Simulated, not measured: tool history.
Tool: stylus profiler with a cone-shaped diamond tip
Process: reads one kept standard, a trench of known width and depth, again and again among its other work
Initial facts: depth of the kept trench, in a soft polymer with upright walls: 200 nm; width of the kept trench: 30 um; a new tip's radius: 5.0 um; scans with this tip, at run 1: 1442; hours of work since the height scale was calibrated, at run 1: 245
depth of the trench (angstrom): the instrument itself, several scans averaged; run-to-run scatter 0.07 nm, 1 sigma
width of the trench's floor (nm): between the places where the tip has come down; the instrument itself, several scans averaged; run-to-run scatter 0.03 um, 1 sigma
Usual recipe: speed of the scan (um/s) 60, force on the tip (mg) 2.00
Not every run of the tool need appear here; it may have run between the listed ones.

| run | hour | speed of the scan (um/s) | force on the tip (mg) | scans with this tip | hours of work since the height scale was calibrated | depth of the trench (angstrom) | width of the trench's floor (nm) |
|---|---|---|---|---|---|---|---|
| 1 | 0.0 | 60 | 2.00 | 1442 | 245 | 2025.6 | 26810 |
| 2 | 13.6 | 60 | 3.20 | 1493 | 253 | 2037.1 | 26950 |
| 3 | 30.3 | 60 | 3.20 | 1554 | 264 | 2036.3 | 26910 |
| 4 | 38.6 | 60 | 5.65 | 1585 | 269 | 2053.5 | 26990 |
| 5 | 52.6 | 60 | 5.65 | 1637 | 278 | 2052.5 | 27030 |
| 6 | 67.0 | 60 | 5.65 | 1691 | 287 | 2053.3 | 26990 |
| 7 | 85.1 | 60 | 5.65 | 1758 | 298 | 2053.8 | 27030 |
| 8 | 102.8 | 60 | 5.65 | 1823 | 310 | 2052.2 | 27000 |
| 9 | 111.0 | 60 | 0.97 | 1854 | 315 | 2016.3 | 26660 |
| 10 | 120.6 | 60 | 2.00 | 1889 | 321 | 2027.5 | 26860 |
| 11 | 131.6 | 60 | 2.00 | 1930 | 328 | 2026.0 | 26860 |
| 12 | 142.0 | 60 | 2.00 | 1969 | 334 | 2026.8 | 26850 |
| 13 | 160.2 | 114 | 2.00 | 2036 | 346 | 2027.7 | 26530 |
| 14 | 178.8 | 114 | 2.00 | 2105 | 357 | 2026.9 | 26550 |
| 15 | 194.8 | 20 | 2.00 | 2165 | 368 | 2026.0 | 27070 |
| 16 | 208.6 | 22 | 2.00 | 2216 | 376 | 2026.1 | 27070 |
| 17 | 217.7 | 23 | 0.74 | 2249 | 382 | 2014.2 | 26950 |
| 18 | 231.4 | 60 | 1.88 | 2300 | 391 | 2026.1 | 26840 |
| 19 | 241.8 | 60 | 5.66 | 2339 | 397 | 2052.6 | 26970 |
| 20 | 260.1 | 60 | 2.76 | 2406 | 409 | 2032.3 | 26880 |
| 21 | 271.8 | 128 | 1.26 | 2450 | 416 | 2018.8 | 26260 |
| 22 | 287.0 | 128 | 1.26 | 2506 | 426 | 2019.9 | 26270 |
| 23 | 298.9 | 28 | 1.69 | 2550 | 433 | 2024.0 | 27010 |
| 24 | 315.1 | 107 | 2.00 | 2610 | 443 | 2028.1 | 26560 |
| 25 | 333.3 | 20 | 5.31 | 2678 | 455 | 2050.6 | 27110 |
| 26 | 346.7 | 20 | 5.31 | 2727 | 463 | 2051.2 | 27120 |
| 27 | 356.6 | 20 | 5.31 | 2764 | 469 | 2051.2 | 27150 |
| 28 | 364.4 | 20 | 5.31 | 2793 | 474 | 2051.3 | 27120 |
| 29 | 380.0 | 20 | 5.31 | 2851 | 484 | 2050.6 | 27130 |
| 30 | 393.5 | 20 | 5.31 | 2901 | 493 | 2049.7 | 27150 |

Forecast each of these 5 alternatives for the next run:
| A | 412.1 | 41 | 5.95 | 2970 | 504 | ? | ? |
| B | 412.1 | 48 | 1.75 | 2970 | 504 | ? | ? |
| C | 412.1 | 159 | 3.01 | 2970 | 504 | ? | ? |
| D | 412.1 | 19 | 1.67 | 2970 | 504 | ? | ? |
| E | 412.1 | 108 | 2.65 | 2970 | 504 | ? | ? |

| run | depth of the trench (angstrom) | width of the trench's floor (nm) |
|---|---|---|
| A | 2054.5 | 27010 |
| B | 2024.8 | 26880 |
| C | 2035.0 | 26460 |
| D | 2023.3 | 27120 |
| E | 2031.0 | 26660 |
Had the tool no hidden state, the same runs would have come out as:
| run | depth of the trench (angstrom) | width of the trench's floor (nm) |
|---|---|---|
| A | 2054.5 | 27010 |
| B | 2024.8 | 26890 |
| C | 2034.9 | 26460 |
| D | 2023.3 | 27120 |
| E | 2031.0 | 26670 |
